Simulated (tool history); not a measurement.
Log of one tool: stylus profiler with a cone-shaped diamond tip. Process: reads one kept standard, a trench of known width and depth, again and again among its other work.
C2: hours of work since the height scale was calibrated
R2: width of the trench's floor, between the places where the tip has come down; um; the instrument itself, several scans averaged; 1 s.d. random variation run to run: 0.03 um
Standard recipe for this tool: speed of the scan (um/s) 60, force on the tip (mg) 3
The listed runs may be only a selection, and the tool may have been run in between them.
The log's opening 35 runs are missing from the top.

run 36 hour=544.7 | speed_of_the_scan_(um/s)=15 force_on_the_tip_(mg)=1.76 | scans_with_this_tip=3728 C2=316 | depth_of_the_trench_(nm)=100.39 R2=98.46
run 37 hour=557.6 | speed_of_the_scan_(um/s)=22 force_on_the_tip_(mg)=7.66 | scans_with_this_tip=3793 C2=322 | depth_of_the_trench_(nm)=101.18 R2=98.5
run 38 hour=569.1 | speed_of_the_scan_(um/s)=22 force_on_the_tip_(mg)=7.66 | scans_with_this_tip=3851 C2=326 | depth_of_the_trench_(nm)=101.17 R2=98.47
run 39 hour=588.4 | speed_of_the_scan_(um/s)=114 force_on_the_tip_(mg)=3.04 | scans_with_this_tip=3949 C2=335 | depth_of_the_trench_(nm)=100.51 R2=98.05
run 40 hour=608 | speed_of_the_scan_(um/s)=114 force_on_the_tip_(mg)=3.04 | scans_with_this_tip=4049 C2=343 | depth_of_the_trench_(nm)=100.51 R2=97.99
run 41 hour=618.3 | speed_of_the_scan_(um/s)=114 force_on_the_tip_(mg)=1.11 | scans_with_this_tip=4101 C2=348 | depth_of_the_trench_(nm)=100.33 R2=97.77
run 42 hour=629.6 | speed_of_the_scan_(um/s)=29 force_on_the_tip_(mg)=1.06 | scans_with_this_tip=4158 C2=352 | depth_of_the_trench_(nm)=100.21 R2=98.38
run 43 hour=642.2 | speed_of_the_scan_(um/s)=29 force_on_the_tip_(mg)=1.06 | scans_with_this_tip=4221 C2=358 | depth_of_the_trench_(nm)=100.37 R2=98.37
run 44 hour=651.9 | speed_of_the_scan_(um/s)=29 force_on_the_tip_(mg)=1.06 | scans_with_this_tip=4271 C2=362 | depth_of_the_trench_(nm)=100.2 R2=98.35
run 45 hour=665.2 | speed_of_the_scan_(um/s)=29 force_on_the_tip_(mg)=1.06 | scans_with_this_tip=4338 C2=368 | depth_of_the_trench_(nm)=100.3 R2=98.27
run 46 hour=674.2 | speed_of_the_scan_(um/s)=34 force_on_the_tip_(mg)=5.15 | scans_with_this_tip=4384 C2=372 | depth_of_the_trench_(nm)=100.94 R2=98.46
run 47 hour=693.7 | speed_of_the_scan_(um/s)=156 force_on_the_tip_(mg)=6.34 | scans_with_this_tip=4482 C2=380 | depth_of_the_trench_(nm)=100.97 R2=98.04
run 48 hour=712.6 | speed_of_the_scan_(um/s)=27 force_on_the_tip_(mg)=2.68 | scans_with_this_tip=4578 C2=388 | depth_of_the_trench_(nm)=100.53 R2=98.41

3 ways to go on from here, each from the tool as it stands after run 48. What would each give?
run A hour=728.1 | speed_of_the_scan_(um/s)=25 force_on_the_tip_(mg)=3.13 | scans_with_this_tip=4657 C2=395 | depth_of_the_trench_(nm)=? R2=?
run B hour=728.1 | speed_of_the_scan_(um/s)=187 force_on_the_tip_(mg)=3.83 | scans_with_this_tip=4657 C2=395 | depth_of_the_trench_(nm)=? R2=?
run C hour=728.1 | speed_of_the_scan_(um/s)=67 force_on_the_tip_(mg)=7.23 | scans_with_this_tip=4657 C2=395 | depth_of_the_trench_(nm)=? R2=?

run=A depth_of_the_trench_(nm)=100.62 R2=98.34
run=B depth_of_the_trench_(nm)=100.69 R2=97.82
run=C depth_of_the_trench_(nm)=101.1 R2=98.37
What these runs would have given with no unlogged condition in the tool:
run=A depth_of_the_trench_(nm)=100.73 R2=98.45
run=B depth_of_the_trench_(nm)=100.8 R2=97.93
run=C depth_of_the_trench_(nm)=101.22 R2=98.47
